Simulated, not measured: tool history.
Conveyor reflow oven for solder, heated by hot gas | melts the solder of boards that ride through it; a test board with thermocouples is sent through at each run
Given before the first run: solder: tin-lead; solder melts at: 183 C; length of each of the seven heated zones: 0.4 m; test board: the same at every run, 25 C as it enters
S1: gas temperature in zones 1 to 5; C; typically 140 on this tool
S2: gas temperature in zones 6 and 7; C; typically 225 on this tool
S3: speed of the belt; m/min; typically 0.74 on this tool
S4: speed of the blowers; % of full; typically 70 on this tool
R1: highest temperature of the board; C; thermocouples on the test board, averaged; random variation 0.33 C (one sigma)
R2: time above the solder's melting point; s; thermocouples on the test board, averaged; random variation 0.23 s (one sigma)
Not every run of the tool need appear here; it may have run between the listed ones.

run     day   S1   S2     S3  S4     R1    R2
  1       0  140  225   0.74  70  212.9    47
  2   0.442  140  221   0.74  70  208.8  44.6
  3   0.917  140  221   0.74  70  209.6  44.6
  4   1.467  140  221   0.74  70  209.1  44.1
  5   2.138  140  221   0.74  70  209.6  44.7
  6   2.408  140  221   0.74  70  209.6  44.4
  7   3.025  151  225   0.74  70  214.6  52.1
  8   3.412  140  225   0.74  70  212.5    47
  9   3.842  140  225   0.74  70  212.8    47
 10   4.146  140  225   0.74  70  212.2  46.7
 11   4.583  140  230   0.74  70  217.5  49.9
 12   4.954  140  230   0.74  70    217  49.4
 13   5.433  140  230   0.74  70  217.3    50
 14    5.75  140  230   0.74  70  217.2  50.3
 15   6.058  140  230  0.862  70  212.5  39.2
 16   6.612  140  230  0.862  70  212.7  38.9
 17   7.246  140  230  0.886  87  216.1  40.5
 18   7.671  140  229   0.74  70  216.8  49.5
 19   8.296  139  218  0.698  65  206.7  44.8
 20   8.967  139  218  0.698  65    207    45
 21   9.404  139  218  0.698  65  206.7  44.5
 22   9.996  141  221  0.771  54  204.2  36.4
 23  10.492  141  221  0.771  54  203.6    36
 24  10.929  132  221   0.68  76  211.4  48.9
 25  11.367  129  225  0.674  65  212.2  48.2
 26  11.996  140  225  0.739  70  212.8  47.2
 27  12.617  132  225   0.74  71  211.7  44.1
 28  12.975  153  219  0.701  52  206.2  48.1
 29    13.4  153  219  0.599  52  209.8  61.8
 30   13.75  153  219  0.599  52  209.4  61.8
 31  14.396  153  219  0.599  64    212  64.9

Withheld: 1 entry from between the runs. Position of each, and hidden state at the listed run before versus the listed run after:
In the gap between runs 18 and 19: flux residue cleaned out of gas plates and filters (day 8.225)
  heat that the gas passes to the board, % of a clean oven's: 99.7 -> 100
